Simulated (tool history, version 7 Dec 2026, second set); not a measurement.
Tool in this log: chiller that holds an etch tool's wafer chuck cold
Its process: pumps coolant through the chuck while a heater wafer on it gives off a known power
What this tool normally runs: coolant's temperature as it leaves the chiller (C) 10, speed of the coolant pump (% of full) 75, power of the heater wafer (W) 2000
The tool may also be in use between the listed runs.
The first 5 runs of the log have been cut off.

run,hour,coolant's temperature as it leaves the chiller (C),speed of the coolant pump (% of full),power of the heater wafer (W),hours since the coolant was changed and the channels were flushed,hours since the pump was overhauled,hours since the chiller's thermometer was calibrated,chuck's temperature once it has settled (C),how much warmer the coolant comes back (C)
6,446.8,10,75,1584,8477,5753,3309,21.2,6.24
7,513.2,10,75,1584,8544,5819,3375,21.4,6.19
# hour 615.1: coolant changed, channels flushed
8,632.3,10,75,1584,17,5933,3488,21.1,6.15
9,710.1,19,75,2000,95,6010,3566,33.1,7.85
10,805.5,19,75,2000,190,6106,3661,33.2,7.84
11,941.1,19,75,2000,326,6241,3797,33.1,7.81
12,1065.5,4,75,2000,450,6366,3921,18.0,7.81
13,1208.8,4,78,2000,594,6509,4065,17.6,7.48
14,1354.9,13,78,2000,740,6655,4211,26.5,7.48
15,1455.5,13,78,2000,840,6756,4311,26.7,7.44
16,1574.2,10,75,2000,959,6875,4430,24.1,7.69
17,1684.5,10,75,2000,1069,6985,4540,24.2,7.75
# hour 1756.7: chiller's thermometer calibrated
18,1804.3,10,75,2000,1188,7104,48,24.0,7.70
19,1907.1,10,75,2000,1291,7206,150,24.1,7.69
20,1986.0,10,75,2948,1370,7285,229,30.9,11.36
21,2069.0,10,71,1498,1453,7368,312,21.0,6.03
22,2197.3,10,71,1498,1581,7497,441,21.1,5.98
23,2284.7,10,71,1498,1669,7584,528,21.3,5.97
24,2399.9,10,75,1498,1784,7699,643,20.5,5.67
25,2528.6,4,65,1030,1913,7828,772,12.2,4.35
26,2672.3,19,92,2416,2056,7972,916,33.5,7.48
27,2808.0,0,73,1614,2192,8107,1051,11.6,6.25
28,2902.9,0,96,1614,2287,8202,1146,9.5,4.64

Run 29 comes next. What will it give?
29,2979.2,15,74,1614,2363,8279,1223,?,?

chuck's temperature once it has settled (C): 26.6
how much warmer the coolant comes back (C): 6.16
Without the tool's hidden state the same run would have given chuck's temperature once it has settled (C) 26.6, how much warmer the coolant comes back (C) 6.48.
